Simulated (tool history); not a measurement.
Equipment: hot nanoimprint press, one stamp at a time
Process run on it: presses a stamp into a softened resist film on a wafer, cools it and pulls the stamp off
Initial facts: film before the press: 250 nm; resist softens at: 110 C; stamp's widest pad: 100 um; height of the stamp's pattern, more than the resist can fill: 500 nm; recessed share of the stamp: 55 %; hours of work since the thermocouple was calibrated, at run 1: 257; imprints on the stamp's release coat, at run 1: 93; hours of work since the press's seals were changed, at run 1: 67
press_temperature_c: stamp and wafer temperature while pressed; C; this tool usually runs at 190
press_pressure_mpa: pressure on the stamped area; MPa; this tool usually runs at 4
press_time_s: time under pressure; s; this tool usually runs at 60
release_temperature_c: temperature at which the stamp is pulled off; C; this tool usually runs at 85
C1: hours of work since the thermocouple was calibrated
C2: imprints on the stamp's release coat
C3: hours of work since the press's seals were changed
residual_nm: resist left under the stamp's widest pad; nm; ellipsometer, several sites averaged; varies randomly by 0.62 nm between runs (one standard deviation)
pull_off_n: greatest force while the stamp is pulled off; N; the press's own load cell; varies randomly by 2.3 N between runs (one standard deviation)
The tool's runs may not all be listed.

{"run": 1, "hour": 0.0, "press_temperature_c": 190, "press_pressure_mpa": 4, "press_time_s": 60, "release_temperature_c": 85, "C1": 257, "C2": 93, "C3": 67, "residual_nm": 114.9, "pull_off_n": 118}
{"run": 2, "hour": 14.2, "press_temperature_c": 190, "press_pressure_mpa": 4, "press_time_s": 60, "release_temperature_c": 85, "C1": 263, "C2": 137, "C3": 73, "residual_nm": 115, "pull_off_n": 116}
{"run": 3, "hour": 26.3, "press_temperature_c": 190, "press_pressure_mpa": 4, "press_time_s": 60, "release_temperature_c": 85, "C1": 268, "C2": 175, "C3": 78, "residual_nm": 115.7, "pull_off_n": 124}
{"run": 4, "hour": 35.0, "press_temperature_c": 190, "press_pressure_mpa": 4, "press_time_s": 60, "release_temperature_c": 85, "C1": 271, "C2": 202, "C3": 82, "residual_nm": 116, "pull_off_n": 118}
{"run": 5, "hour": 53.5, "press_temperature_c": 190, "press_pressure_mpa": 4, "press_time_s": 60, "release_temperature_c": 85, "C1": 279, "C2": 260, "C3": 89, "residual_nm": 116.5, "pull_off_n": 116}
{"run": 6, "hour": 62.5, "press_temperature_c": 190, "press_pressure_mpa": 4.03, "press_time_s": 60, "release_temperature_c": 85, "C1": 282, "C2": 289, "C3": 93, "residual_nm": 116, "pull_off_n": 118}
{"run": 7, "hour": 72.6, "press_temperature_c": 196, "press_pressure_mpa": 4, "press_time_s": 60, "release_temperature_c": 85, "C1": 286, "C2": 320, "C3": 97, "residual_nm": 96.6, "pull_off_n": 119}
{"run": 8, "hour": 90.0, "press_temperature_c": 196, "press_pressure_mpa": 4, "press_time_s": 60, "release_temperature_c": 85, "C1": 294, "C2": 375, "C3": 104, "residual_nm": 95.6, "pull_off_n": 118}
{"run": 9, "hour": 106.3, "press_temperature_c": 196, "press_pressure_mpa": 4, "press_time_s": 49, "release_temperature_c": 85, "C1": 300, "C2": 426, "C3": 111, "residual_nm": 102.7, "pull_off_n": 120}
{"run": 10, "hour": 120.2, "press_temperature_c": 196, "press_pressure_mpa": 4, "press_time_s": 49, "release_temperature_c": 85, "C1": 306, "C2": 470, "C3": 116, "residual_nm": 105, "pull_off_n": 120}
{"run": 11, "hour": 131.1, "press_temperature_c": 196, "press_pressure_mpa": 4, "press_time_s": 49, "release_temperature_c": 85, "C1": 310, "C2": 504, "C3": 121, "residual_nm": 101.8, "pull_off_n": 117}
{"run": 12, "hour": 141.6, "press_temperature_c": 196, "press_pressure_mpa": 4, "press_time_s": 49, "release_temperature_c": 85, "C1": 314, "C2": 536, "C3": 125, "residual_nm": 102.4, "pull_off_n": 117}
{"run": 13, "hour": 155.3, "press_temperature_c": 196, "press_pressure_mpa": 4, "press_time_s": 49, "release_temperature_c": 85, "C1": 320, "C2": 580, "C3": 131, "residual_nm": 103.1, "pull_off_n": 118}
{"run": 14, "hour": 163.2, "press_temperature_c": 190, "press_pressure_mpa": 4, "press_time_s": 60, "release_temperature_c": 85, "C1": 323, "C2": 604, "C3": 134, "residual_nm": 117, "pull_off_n": 121}
{"run": 15, "hour": 178.3, "press_temperature_c": 190, "press_pressure_mpa": 4, "press_time_s": 60, "release_temperature_c": 85, "C1": 329, "C2": 652, "C3": 140, "residual_nm": 117.8, "pull_off_n": 118}
{"run": 16, "hour": 191.7, "press_temperature_c": 192, "press_pressure_mpa": 6.14, "press_time_s": 41, "release_temperature_c": 80, "C1": 335, "C2": 694, "C3": 145, "residual_nm": 97.6, "pull_off_n": 130}
{"hour": 203.3, "done": "stamp cleaned and given a new release coat"}
{"run": 17, "hour": 211.9, "press_temperature_c": 192, "press_pressure_mpa": 6.14, "press_time_s": 41, "release_temperature_c": 80, "C1": 341, "C2": 27, "C3": 151, "residual_nm": 99.1, "pull_off_n": 132}
{"run": 18, "hour": 224.8, "press_temperature_c": 192, "press_pressure_mpa": 2.94, "press_time_s": 41, "release_temperature_c": 80, "C1": 346, "C2": 68, "C3": 156, "residual_nm": 144.2, "pull_off_n": 131}
{"run": 19, "hour": 239.2, "press_temperature_c": 192, "press_pressure_mpa": 2.94, "press_time_s": 41, "release_temperature_c": 91, "C1": 352, "C2": 113, "C3": 162, "residual_nm": 144.9, "pull_off_n": 104}
{"run": 20, "hour": 247.3, "press_temperature_c": 192, "press_pressure_mpa": 2.56, "press_time_s": 84, "release_temperature_c": 89, "C1": 355, "C2": 138, "C3": 166, "residual_nm": 125, "pull_off_n": 110}
{"run": 21, "hour": 257.1, "press_temperature_c": 192, "press_pressure_mpa": 2.56, "press_time_s": 84, "release_temperature_c": 89, "C1": 359, "C2": 169, "C3": 170, "residual_nm": 124.6, "pull_off_n": 104}
{"run": 22, "hour": 271.0, "press_temperature_c": 190, "press_pressure_mpa": 4, "press_time_s": 70, "release_temperature_c": 79, "C1": 365, "C2": 213, "C3": 175, "residual_nm": 111.5, "pull_off_n": 129}
{"run": 23, "hour": 280.3, "press_temperature_c": 190, "press_pressure_mpa": 4, "press_time_s": 106, "release_temperature_c": 85, "C1": 369, "C2": 242, "C3": 179, "residual_nm": 95.8, "pull_off_n": 120}
{"run": 24, "hour": 288.9, "press_temperature_c": 190, "press_pressure_mpa": 4, "press_time_s": 37, "release_temperature_c": 85, "C1": 372, "C2": 269, "C3": 182, "residual_nm": 135.4, "pull_off_n": 117}
{"run": 25, "hour": 303.3, "press_temperature_c": 188, "press_pressure_mpa": 2.47, "press_time_s": 60, "release_temperature_c": 78, "C1": 378, "C2": 314, "C3": 188, "residual_nm": 158.2, "pull_off_n": 137}
{"run": 26, "hour": 319.0, "press_temperature_c": 188, "press_pressure_mpa": 2.47, "press_time_s": 60, "release_temperature_c": 78, "C1": 384, "C2": 363, "C3": 195, "residual_nm": 157.3, "pull_off_n": 134}
{"run": 27, "hour": 327.3, "press_temperature_c": 190, "press_pressure_mpa": 4, "press_time_s": 60, "release_temperature_c": 92, "C1": 388, "C2": 389, "C3": 198, "residual_nm": 118.2, "pull_off_n": 97}
{"run": 28, "hour": 336.0, "press_temperature_c": 199, "press_pressure_mpa": 4, "press_time_s": 48, "release_temperature_c": 92, "C1": 391, "C2": 416, "C3": 202, "residual_nm": 94.5, "pull_off_n": 105}
{"run": 29, "hour": 353.0, "press_temperature_c": 179, "press_pressure_mpa": 5.55, "press_time_s": 32, "release_temperature_c": 85, "C1": 398, "C2": 470, "C3": 209, "residual_nm": 170.7, "pull_off_n": 118}

Alternative continuations, all from the tool just after run 29; predict every row:
{"run": "A", "hour": 364.1, "press_temperature_c": 187, "press_pressure_mpa": 4.18, "press_time_s": 49, "release_temperature_c": 85, "C1": 403, "C2": 505, "C3": 213, "residual_nm": "?", "pull_off_n": "?"}
{"run": "B", "hour": 364.1, "press_temperature_c": 190, "press_pressure_mpa": 4.87, "press_time_s": 38, "release_temperature_c": 85, "C1": 403, "C2": 505, "C3": 213, "residual_nm": "?", "pull_off_n": "?"}
{"run": "C", "hour": 364.1, "press_temperature_c": 190, "press_pressure_mpa": 4.01, "press_time_s": 45, "release_temperature_c": 85, "C1": 403, "C2": 505, "C3": 213, "residual_nm": "?", "pull_off_n": "?"}
{"run": "D", "hour": 364.1, "press_temperature_c": 193, "press_pressure_mpa": 5.55, "press_time_s": 32, "release_temperature_c": 85, "C1": 403, "C2": 505, "C3": 213, "residual_nm": "?", "pull_off_n": "?"}
{"run": "E", "hour": 364.1, "press_temperature_c": 190, "press_pressure_mpa": 4.48, "press_time_s": 60, "release_temperature_c": 71, "C1": 403, "C2": 505, "C3": 213, "residual_nm": "?", "pull_off_n": "?"}

run=A residual_nm=134.9 pull_off_n=120
run=B residual_nm=123.7 pull_off_n=123
run=C residual_nm=129.7 pull_off_n=120
run=D residual_nm=110.9 pull_off_n=116
run=E residual_nm=110.8 pull_off_n=152
Had the tool no hidden state, the same runs would have come out as:
run=A residual_nm=132.2 pull_off_n=119
run=B residual_nm=121.2 pull_off_n=122
run=C residual_nm=127.1 pull_off_n=119
run=D residual_nm=108.6 pull_off_n=115
run=E residual_nm=108.5 pull_off_n=150

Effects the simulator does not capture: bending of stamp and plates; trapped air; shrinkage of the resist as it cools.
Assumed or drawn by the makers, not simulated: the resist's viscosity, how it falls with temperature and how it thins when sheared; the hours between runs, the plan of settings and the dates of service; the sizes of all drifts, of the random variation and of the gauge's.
